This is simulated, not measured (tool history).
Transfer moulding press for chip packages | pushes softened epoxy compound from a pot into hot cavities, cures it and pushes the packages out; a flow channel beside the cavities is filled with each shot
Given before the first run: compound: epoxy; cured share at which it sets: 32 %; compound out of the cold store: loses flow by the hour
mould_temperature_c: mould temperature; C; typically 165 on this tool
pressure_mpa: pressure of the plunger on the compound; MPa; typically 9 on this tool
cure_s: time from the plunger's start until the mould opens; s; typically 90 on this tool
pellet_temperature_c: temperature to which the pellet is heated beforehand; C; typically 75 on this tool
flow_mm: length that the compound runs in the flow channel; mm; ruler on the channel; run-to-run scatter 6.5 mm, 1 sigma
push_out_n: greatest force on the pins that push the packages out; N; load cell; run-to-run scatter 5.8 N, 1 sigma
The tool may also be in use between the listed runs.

run,hour,mould_temperature_c,pressure_mpa,cure_s,pellet_temperature_c,incoming compound's hours out of the cold store,flow_mm,push_out_n
1,0,165,9,90,75,27.4,861,315
2,9.2,165,9,86,75,14.9,899,376
# hour 23.8: cavities cleaned with cleaning compound and waxed
3,25,165,9,90,75,24,871,237
4,33.6,165,9,90,75,26.2,853,288
5,50.5,165,9,90,75,45.4,800,326
# hour 60.4: plunger's sealing rings changed
6,66.6,165,9,90,75,16.8,976,396
# hour 72.4: cavities cleaned with cleaning compound and waxed
7,77.6,165,9,90,75,44.9,878,256
8,93.9,165,9,90,75,19.1,959,343
9,105.2,165,9,90,75,22.4,952,372
# hour 117.8: cavities cleaned with cleaning compound and waxed
10,119.2,165,9,90,75,36.6,908,220
11,138.5,165,9,90,82,27.1,932,317
12,155.9,165,10.05,90,75,32.2,968,385
# hour 163.5: cavities cleaned with cleaning compound and waxed
13,177.9,165,9,90,75,13.9,954,316
14,194.3,165,9,90,75,33,886,365
# hour 208.9: cavities cleaned with cleaning compound and waxed
15,213.3,165,9,90,75,10.1,966,258
16,231.2,165,9,82,75,28.3,893,400
# hour 235: mould's thermocouples calibrated
17,251.7,165,9,82,75,46.7,856,458
# hour 255.8: cavities cleaned with cleaning compound and waxed
18,272,161,7,90,75,18.2,821,425
19,291.6,161,7,90,75,18.7,831,497
# hour 301.9: cavities cleaned with cleaning compound and waxed
20,303.3,161,8.41,72,70,32.2,868,531
21,323.7,165,9,90,69,43.7,833,343
22,334,165,9,90,69,22.9,904,377
# hour 347.7: cavities cleaned with cleaning compound and waxed
# hour 350.7: mould's thermocouples calibrated, once more
23,356.5,165,10.07,90,69,17.6,974,266
24,368.9,166,9.94,98,76,38.2,883,260
25,378.8,169,7.48,98,76,12.1,826,269
26,387.7,165,9,72,84,35.1,849,580
# hour 395.3: cavities cleaned with cleaning compound and waxed
27,404.9,168,9,70,75,39.6,835,377
28,415.2,170,10.69,81,75,46.6,884,274
29,435.7,170,10.69,81,75,28.4,924,334

3 options for the next run, each taken on its own from the tool as it stands now. Forecast them:
# hour 440.5: cavities cleaned with cleaning compound and waxed
A,457.8,165,6.83,90,72,32.6,?,?
# hour 440.5: cavities cleaned with cleaning compound and waxed
B,457.8,170,7.2,81,83,36.1,?,?
# hour 440.5: cavities cleaned with cleaning compound and waxed
C,457.8,170,10.28,81,75,16.9,?,?

run,flow_mm,push_out_n
A,729,305
B,733,272
C,949,307
Without the tool's unlogged condition, the same runs would have read:
run,flow_mm,push_out_n
A,802,213
B,805,190
C,1042,217
